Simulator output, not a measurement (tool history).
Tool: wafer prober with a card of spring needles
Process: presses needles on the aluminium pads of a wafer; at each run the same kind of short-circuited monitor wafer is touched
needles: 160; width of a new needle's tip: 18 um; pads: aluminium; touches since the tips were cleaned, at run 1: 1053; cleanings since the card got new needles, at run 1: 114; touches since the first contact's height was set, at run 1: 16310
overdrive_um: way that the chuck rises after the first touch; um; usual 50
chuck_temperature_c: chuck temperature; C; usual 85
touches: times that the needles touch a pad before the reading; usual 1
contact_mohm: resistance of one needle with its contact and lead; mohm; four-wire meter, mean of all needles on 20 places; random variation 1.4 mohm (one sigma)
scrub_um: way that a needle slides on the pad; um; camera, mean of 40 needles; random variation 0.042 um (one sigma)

run,hour,overdrive_um,chuck_temperature_c,touches,touches since the tips were cleaned,cleanings since the card got new needles,touches since the first contact's height was set,contact_mohm,scrub_um
1,0.0,50,85,1,1053,114,16310,220,8.38
# hour 5.1: tips cleaned on abrasive film
# hour 13.4: tips cleaned on abrasive film
# hour 21.7: tips cleaned on abrasive film
2,22.5,50,85,1,269,117,23896,217,8.28
# hour 29.0: tips cleaned on abrasive film
# hour 37.3: tips cleaned on abrasive film
# hour 44.9: tips cleaned on abrasive film
3,44.9,50,85,1,0,120,31462,219,8.27
# hour 53.0: tips cleaned on abrasive film
# hour 61.2: tips cleaned on abrasive film
4,62.3,38,85,1,377,122,37371,224,6.15
# hour 69.0: tips cleaned on abrasive film
# hour 77.6: tips cleaned on abrasive film
# hour 85.7: tips cleaned on abrasive film
5,90.9,38,85,1,1769,125,47049,232,6.10
# hour 94.1: tips cleaned on abrasive film
# hour 102.1: tips cleaned on abrasive film
# hour 110.7: tips cleaned on abrasive film
6,112.3,38,85,1,539,128,54265,227,6.12
# hour 118.4: tips cleaned on abrasive film
# hour 126.4: tips cleaned on abrasive film
7,126.4,38,85,1,0,130,59017,224,6.14
# hour 134.5: tips cleaned on abrasive film
8,140.8,50,85,1,2150,131,63924,226,8.06
# hour 142.6: tips cleaned on abrasive film
# hour 149.6: tips cleaned on abrasive film
# hour 157.7: tips cleaned on abrasive film
9,164.4,50,85,1,2289,134,71897,225,8.00
# hour 166.2: tips cleaned on abrasive film
# hour 174.7: tips cleaned on abrasive film
# hour 176.7: height of the first contact set anew
# hour 182.9: tips cleaned on abrasive film
10,182.9,50,85,1,0,137,2112,216,8.39
# hour 191.6: tips cleaned on abrasive film
11,195.8,50,85,1,1449,138,6480,221,8.45
# hour 199.1: tips cleaned on abrasive film
# hour 207.5: tips cleaned on abrasive film
# hour 216.2: tips cleaned on abrasive film
12,220.6,50,85,1,1522,141,14877,222,8.35
# hour 224.2: tips cleaned on abrasive film
# hour 232.2: tips cleaned on abrasive film
13,237.9,50,85,1,1941,143,20711,222,8.35
# hour 239.7: tips cleaned on abrasive film
# hour 248.0: tips cleaned on abrasive film
14,253.9,50,85,1,2024,145,26115,226,8.22
# hour 255.7: tips cleaned on abrasive film
# hour 264.1: tips cleaned on abrasive film
15,270.6,50,85,1,2241,147,31787,226,8.27
# hour 272.5: tips cleaned on abrasive film
# hour 281.1: tips cleaned on abrasive film
# hour 288.9: tips cleaned on abrasive film
# hour 297.1: tips cleaned on abrasive film
16,298.5,50,31,1,485,151,41181,209,8.20
# hour 305.4: tips cleaned on abrasive film
# hour 314.0: tips cleaned on abrasive film
17,314.4,50,31,1,140,153,46550,209,8.12
# hour 322.0: tips cleaned on abrasive film
# hour 330.5: tips cleaned on abrasive film
18,333.7,47,74,3,1086,155,53078,217,7.64
# hour 338.4: tips cleaned on abrasive film
# hour 346.8: tips cleaned on abrasive film
19,352.3,47,74,2,1891,157,59400,221,7.58
# hour 354.2: tips cleaned on abrasive film
# hour 362.7: tips cleaned on abrasive film
20,364.7,47,74,2,669,159,63549,221,7.50
# hour 369.8: tips cleaned on abrasive film
# hour 377.5: tips cleaned on abrasive film
# hour 389.5: card fitted with new needles
21,389.5,47,74,2,0,0,0,214,7.93
# hour 397.7: tips cleaned on abrasive film
# hour 405.8: tips cleaned on abrasive film
22,408.5,60,70,1,905,2,6411,209,10.15
# hour 413.0: tips cleaned on abrasive film
# hour 421.6: tips cleaned on abrasive film
# hour 428.6: tips cleaned on abrasive film
23,428.6,60,123,1,0,5,13207,221,10.04
# hour 436.1: tips cleaned on abrasive film
# hour 443.1: tips cleaned on abrasive film
# hour 451.4: tips cleaned on abrasive film
24,457.0,60,123,1,1906,8,22809,225,9.91
# hour 458.8: tips cleaned on abrasive film
# hour 465.7: tips cleaned on abrasive film
# hour 473.4: tips cleaned on abrasive film
25,479.8,65,37,2,2197,11,30512,203,10.85
# hour 481.5: tips cleaned on abrasive film
# hour 488.4: tips cleaned on abrasive film
# hour 496.5: tips cleaned on abrasive film
# hour 504.9: tips cleaned on abrasive film
26,507.1,39,69,1,756,15,39724,217,6.35
# hour 513.2: tips cleaned on abrasive film
# hour 521.7: tips cleaned on abrasive film
# hour 529.9: tips cleaned on abrasive film
27,531.3,63,30,2,477,18,47913,200,10.34
# hour 537.8: tips cleaned on abrasive film
# hour 545.7: tips cleaned on abrasive film
# hour 553.8: tips cleaned on abrasive film
28,554.1,30,85,1,87,21,55600,226,4.65
# hour 561.1: tips cleaned on abrasive film
# hour 569.7: tips cleaned on abrasive film
29,573.2,33,85,3,1196,23,62072,226,5.20

3 ways to go on from here, each from the tool as it stands after run 29. What would each give?
# hour 576.7: tips cleaned on abrasive film
# hour 584.8: tips cleaned on abrasive film
# hour 593.2: tips cleaned on abrasive film
A,599.8,55,85,1,2287,26,71086,?,?
# hour 576.7: tips cleaned on abrasive film
# hour 584.8: tips cleaned on abrasive film
# hour 593.2: tips cleaned on abrasive film
B,599.8,51,85,3,2287,26,71086,?,?
# hour 576.7: tips cleaned on abrasive film
# hour 584.8: tips cleaned on abrasive film
# hour 593.2: tips cleaned on abrasive film
C,599.8,50,33,2,2287,26,71086,?,?

run,contact_mohm,scrub_um
A,219,8.77
B,216,8.16
C,208,7.97
Without the tool's hidden state the same runs would have given:
run,contact_mohm,scrub_um
A,212,9.21
B,212,8.59
C,202,8.41
